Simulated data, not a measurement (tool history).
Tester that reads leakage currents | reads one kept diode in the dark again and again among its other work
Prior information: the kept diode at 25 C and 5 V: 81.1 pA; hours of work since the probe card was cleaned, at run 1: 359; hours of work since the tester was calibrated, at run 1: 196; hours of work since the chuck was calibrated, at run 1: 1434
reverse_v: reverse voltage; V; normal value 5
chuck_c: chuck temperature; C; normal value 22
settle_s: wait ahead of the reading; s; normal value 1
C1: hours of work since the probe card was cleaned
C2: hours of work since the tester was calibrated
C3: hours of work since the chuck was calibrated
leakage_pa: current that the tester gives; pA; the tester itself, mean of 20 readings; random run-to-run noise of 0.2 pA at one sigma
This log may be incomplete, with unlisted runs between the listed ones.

run 1 day=0 | reverse_v=5 chuck_c=22 settle_s=1 | C1=359 C2=196 C3=1434 | leakage_pa=63.87
run 2 day=4.262 | reverse_v=5 chuck_c=22 settle_s=1 | C1=415 C2=252 C3=1490 | leakage_pa=64.02
run 3 day=7.467 | reverse_v=5 chuck_c=22 settle_s=1 | C1=457 C2=293 C3=1531 | leakage_pa=64.04
run 4 day=11.488 | reverse_v=1.6 chuck_c=22 settle_s=1 | C1=509 C2=346 C3=1584 | leakage_pa=43.76
run 5 day=15.108 | reverse_v=1.6 chuck_c=22 settle_s=1 | C1=556 C2=393 C3=1631 | leakage_pa=43.48
run 6 day=19.817 | reverse_v=1.6 chuck_c=22 settle_s=1 | C1=618 C2=454 C3=1692 | leakage_pa=43.71
run 7 day=24.496 | reverse_v=5 chuck_c=54 settle_s=1 | C1=678 C2=515 C3=1753 | leakage_pa=722.14
run 8 day=28.246 | reverse_v=5 chuck_c=22 settle_s=1 | C1=727 C2=564 C3=1802 | leakage_pa=66.32
run 9 day=34.242 | reverse_v=1.07 chuck_c=22 settle_s=1 | C1=805 C2=642 C3=1880 | leakage_pa=38.44
run 10 day=39.45 | reverse_v=1.07 chuck_c=22 settle_s=1 | C1=873 C2=710 C3=1948 | leakage_pa=38.25
run 11 day=46.238 | reverse_v=5.29 chuck_c=22 settle_s=1 | C1=962 C2=798 C3=2036 | leakage_pa=68.87
run 12 day=49.754 | reverse_v=5 chuck_c=20 settle_s=1 | C1=1008 C2=844 C3=2082 | leakage_pa=57.86
-- day=52.212 chuck's temperature calibrated
run 13 day=56.508 | reverse_v=5 chuck_c=41 settle_s=1 | C1=1094 C2=931 C3=56 | leakage_pa=299.67
run 14 day=61.446 | reverse_v=5 chuck_c=41 settle_s=1 | C1=1159 C2=995 C3=120 | leakage_pa=299.24
run 15 day=68.838 | reverse_v=5 chuck_c=41 settle_s=1 | C1=1255 C2=1092 C3=217 | leakage_pa=299.19
-- day=70.046 probe card cleaned and baked
run 16 day=72.692 | reverse_v=5 chuck_c=41 settle_s=1 | C1=34 C2=1140 C3=265 | leakage_pa=290.51
run 17 day=79.629 | reverse_v=5 chuck_c=22 settle_s=7.24 | C1=125 C2=1231 C3=355 | leakage_pa=63.75
run 18 day=87.021 | reverse_v=5 chuck_c=22 settle_s=7.24 | C1=221 C2=1327 C3=452 | leakage_pa=64.1
run 19 day=93.133 | reverse_v=5 chuck_c=22 settle_s=7.24 | C1=301 C2=1406 C3=531 | leakage_pa=64.96
run 20 day=99.971 | reverse_v=5 chuck_c=22 settle_s=7.24 | C1=390 C2=1496 C3=620 | leakage_pa=65.5
run 21 day=106.754 | reverse_v=5 chuck_c=44 settle_s=1 | C1=478 C2=1584 C3=709 | leakage_pa=362.46
run 22 day=112.542 | reverse_v=5 chuck_c=44 settle_s=1 | C1=554 C2=1659 C3=784 | leakage_pa=360.52
run 23 day=118.929 | reverse_v=5 chuck_c=43 settle_s=6.11 | C1=637 C2=1742 C3=867 | leakage_pa=334.05
run 24 day=122.008 | reverse_v=5 chuck_c=43 settle_s=6.11 | C1=677 C2=1783 C3=908 | leakage_pa=333.86
run 25 day=127.108 | reverse_v=5 chuck_c=43 settle_s=6.11 | C1=743 C2=1849 C3=974 | leakage_pa=334.76
run 26 day=133.046 | reverse_v=5 chuck_c=43 settle_s=6.11 | C1=821 C2=1926 C3=1051 | leakage_pa=334.28
run 27 day=138.742 | reverse_v=3.24 chuck_c=22 settle_s=1.54 | C1=895 C2=2001 C3=1125 | leakage_pa=57.6
run 28 day=142.533 | reverse_v=1.11 chuck_c=25 settle_s=1 | C1=944 C2=2050 C3=1175 | leakage_pa=50.67
run 29 day=145.858 | reverse_v=1.11 chuck_c=25 settle_s=1 | C1=988 C2=2093 C3=1218 | leakage_pa=50.73
run 30 day=151.525 | reverse_v=2.99 chuck_c=32 settle_s=2.52 | C1=1061 C2=2167 C3=1292 | leakage_pa=123.32
run 31 day=156.917 | reverse_v=1.26 chuck_c=40 settle_s=1 | C1=1132 C2=2237 C3=1362 | leakage_pa=170.64
run 32 day=160.725 | reverse_v=1.26 chuck_c=40 settle_s=1 | C1=1181 C2=2287 C3=1412 | leakage_pa=169.95
run 33 day=164.992 | reverse_v=1.26 chuck_c=40 settle_s=1 | C1=1237 C2=2342 C3=1467 | leakage_pa=170.79
-- day=167.358 probe card cleaned and baked
run 34 day=169.029 | reverse_v=2.13 chuck_c=22 settle_s=3.41 | C1=22 C2=2393 C3=1518 | leakage_pa=46.01
run 35 day=172.292 | reverse_v=1.77 chuck_c=22 settle_s=1.43 | C1=64 C2=2436 C3=1561 | leakage_pa=43.58
run 36 day=176.096 | reverse_v=1.93 chuck_c=45 settle_s=3.88 | C1=114 C2=2485 C3=1610 | leakage_pa=279.57
run 37 day=183.171 | reverse_v=1.93 chuck_c=45 settle_s=3.88 | C1=206 C2=2578 C3=1703 | leakage_pa=279
run 38 day=189.725 | reverse_v=1.93 chuck_c=45 settle_s=3.88 | C1=291 C2=2663 C3=1788 | leakage_pa=276.58
-- day=193.208 tester calibrated
run 39 day=196.812 | reverse_v=1.93 chuck_c=45 settle_s=5.55 | C1=383 C2=47 C3=1879 | leakage_pa=282.32

Below, some changes in leakage_pa between adjacent runs. For each, the amount present without the hidden state too (settings, incoming material, random variation) and the amount remaining for the hidden state with gauge scatter not shared by both compared results:
Hidden state present: stray current of the dirty probe card, pA a volt; current scale over the true one, %; true chuck temperature over the reading, C; drift of the gauge itself on leakage_pa, %.
Run 6 -> 7: reverse_v 1.6 -> 5, chuck_c 22 -> 54. leakage_pa +678.43 pA: hidden state -25.39, all else +703.82.
Run 7 -> 8: chuck_c 54 -> 22. leakage_pa -655.82 pA: hidden state +28.31, all else -684.13.
Run 20 -> 21: chuck_c 22 -> 44, settle_s 7.24 -> 1. leakage_pa +296.96 pA: hidden state -4.83, all else +301.79.
Run 35 -> 36: reverse_v 1.77 -> 1.93, chuck_c 22 -> 45, settle_s 1.43 -> 3.88. leakage_pa +235.99 pA: hidden state -10.68, all else +246.67.
